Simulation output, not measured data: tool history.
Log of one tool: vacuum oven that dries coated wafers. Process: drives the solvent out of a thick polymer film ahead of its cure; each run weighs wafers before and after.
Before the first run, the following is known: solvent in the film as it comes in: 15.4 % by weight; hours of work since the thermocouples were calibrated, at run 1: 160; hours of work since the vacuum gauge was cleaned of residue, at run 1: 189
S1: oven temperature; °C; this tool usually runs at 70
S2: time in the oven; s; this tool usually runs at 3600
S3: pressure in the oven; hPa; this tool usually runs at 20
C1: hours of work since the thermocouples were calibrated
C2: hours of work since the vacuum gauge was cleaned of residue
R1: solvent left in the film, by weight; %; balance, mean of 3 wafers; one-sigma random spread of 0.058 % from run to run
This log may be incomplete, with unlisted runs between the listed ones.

Run 1, hour 0: usual settings; C1 160; C2 189. Result: R1 2.96 %.
Run 2, hour 8: usual settings; C1 166; C2 194. Result: R1 3.1 %.
Run 3, hour 21: usual settings; C1 175; C2 203. Result: R1 2.89 %.
Run 4, hour 33.7: usual settings but S2 2040 s; C1 184; C2 212. Result: R1 5.1 %.
Run 5, hour 47.4: usual settings but S1 57 °C, S2 2040 s; C1 193; C2 222. Result: R1 8.25 %.
Run 6, hour 58.1: usual settings but S2 2220 s; C1 201; C2 229. Result: R1 4.84 %.
Run 7, hour 68.6: usual settings but S2 2220 s; C1 208; C2 237. Result: R1 4.77 %.
Run 8, hour 74.3: usual settings but S2 2220 s; C1 212; C2 241. Result: R1 4.68 %.
Run 9, hour 84.5: usual settings but S2 2220 s; C1 219; C2 248. Result: R1 4.93 %.
Run 10, hour 96: usual settings; C1 227; C2 256. Result: R1 3.02 %.
Run 11, hour 109: usual settings; C1 236; C2 265. Result: R1 2.97 %.
Run 12, hour 118.6: usual settings; C1 243; C2 272. Result: R1 3.04 %.
Run 13, hour 127.1: usual settings; C1 249; C2 277. Result: R1 3.11 %.
Run 14, hour 133: usual settings but S3 36.4 hPa; C1 253; C2 282. Result: R1 3.85 %.
Run 15, hour 139.7: usual settings but S3 36.4 hPa; C1 258; C2 286. Result: R1 3.9 %.
Run 16, hour 153.1: usual settings but S3 36.4 hPa; C1 267; C2 296. Result: R1 3.89 %.
Run 17, hour 165.2: usual settings but S3 36.4 hPa; C1 276; C2 304. Result: R1 3.97 %.
Run 18, hour 171.1: usual settings but S3 36.4 hPa; C1 280; C2 308. Result: R1 3.92 %.
Run 19, hour 182.8: usual settings but S2 3960 s; C1 288; C2 316. Result: R1 2.79 %.
Run 20, hour 190.6: usual settings but S2 3960 s; C1 294; C2 322. Result: R1 2.77 %.
Run 21, hour 200: usual settings but S2 3960 s; C1 300; C2 328. Result: R1 2.75 %.
Run 22, hour 207.9: usual settings; C1 306; C2 334. Result: R1 3 %.
Run 23, hour 214.3: usual settings; C1 310; C2 338. Result: R1 2.93 %.
Run 24, hour 222.4: usual settings but S2 2460 s; C1 316; C2 344. Result: R1 4.5 %.
Run 25, hour 231: usual settings but S1 63 °C, S2 2220 s; C1 322; C2 350. Result: R1 6.63 %.
Run 26, hour 241.7: usual settings but S1 74 °C, S2 2460 s, S3 10.2 hPa; C1 329; C2 358. Result: R1 3.15 %.
Run 27, hour 248.3: usual settings but S1 74 °C, S2 3540 s, S3 11.5 hPa; C1 334; C2 362. Result: R1 1.97 %.
Run 28, hour 255.9: usual settings but S1 74 °C, S2 3540 s, S3 11.5 hPa; C1 339; C2 367. Result: R1 2.04 %.
Run 29, hour 262.7: usual settings but S1 64 °C, S2 4680 s, S3 46.6 hPa; C1 344; C2 372. Result: R1 5.29 %.
Run 30, hour 274: usual settings but S1 81 °C, S2 4680 s, S3 46.6 hPa; C1 352; C2 380. Result: R1 2.04 %.
Run 31, hour 281.2: usual settings but S1 81 °C, S2 4680 s, S3 46.6 hPa; C1 357; C2 385. Result: R1 2.09 %.
Run 32, hour 294.9: usual settings but S1 81 °C, S2 4680 s, S3 46.6 hPa; C1 366; C2 395. Result: R1 2.22 %.
Run 33, hour 308.5: usual settings but S1 56 °C, S2 2220 s, S3 46.6 hPa; C1 376; C2 404. Result: R1 9.9 %.
Run 34, hour 319: usual settings but S1 60 °C, S2 2880 s, S3 62.4 hPa; C1 383; C2 412. Result: R1 8.9 %.
Run 35, hour 329.9: usual settings but S1 56 °C, S3 25.6 hPa; C1 391; C2 419. Result: R1 6.76 %.
Run 36, hour 341.9: usual settings but S1 82 °C, S3 17 hPa; C1 399; C2 428. Result: R1 1.21 %.
Run 37, hour 348.3: usual settings but S1 60 °C, S2 2580 s, S3 17.2 hPa; C1 404; C2 432. Result: R1 6.43 %.
Run 38, hour 362.2: usual settings but S1 81 °C, S2 2100 s, S3 37.7 hPa; C1 413; C2 442. Result: R1 3.48 %.
Run 39, hour 374.3: usual settings but S1 60 °C, S2 3780 s, S3 18.7 hPa; C1 422; C2 450. Result: R1 5.11 %.
Run 40, hour 387.2: usual settings but S1 60 °C, S2 3780 s, S3 11.2 hPa; C1 431; C2 459. Result: R1 4.53 %.
Run 41, hour 399.5: usual settings but S1 60 °C, S2 4860 s, S3 21.9 hPa; C1 439; C2 468. Result: R1 4.42 %.
Run 42, hour 411.6: usual settings but S1 60 °C, S2 4860 s, S3 21.9 hPa; C1 448; C2 476. Result: R1 4.45 %.
Run 43, hour 419.7: usual settings but S1 69 °C, S2 2460 s, S3 20.6 hPa; C1 454; C2 482. Result: R1 4.78 %.
Run 44, hour 428.6: usual settings but S1 69 °C, S2 2460 s, S3 20.6 hPa; C1 460; C2 488. Result: R1 4.72 %.
Run 45, hour 436.2: usual settings but S1 69 °C, S2 2460 s, S3 20.6 hPa; C1 465; C2 493. Result: R1 4.67 %.
Run 46, hour 446.4: usual settings but S1 69 °C, S2 2460 s, S3 20.6 hPa; C1 472; C2 501. Result: R1 4.87 %.
Run 47, hour 452.3: usual settings but S1 69 °C, S2 2460 s, S3 20.6 hPa; C1 476; C2 505. Result: R1 4.74 %.

Here are 3 independent what-if runs from the current tool condition. What would each one return?
Run A, hour 466.1: usual settings but S1 74 °C, S2 1920 s, S3 16.2 hPa; C1 486; C2 514. Result: R1 ?.
Run B, hour 466.1: usual settings but S2 3780 s, S3 14.5 hPa; C1 486; C2 514. Result: R1 ?.
Run C, hour 466.1: usual settings but S1 57 °C, S3 47 hPa; C1 486; C2 514. Result: R1 ?.

run    R1
  A   4.5
  B  2.65
  C   8.3
The same runs, with their run-to-run variation unchanged, on a tool lacking any hidden condition would have given:
run    R1
  A  4.35
  B  2.47
  C  8.03
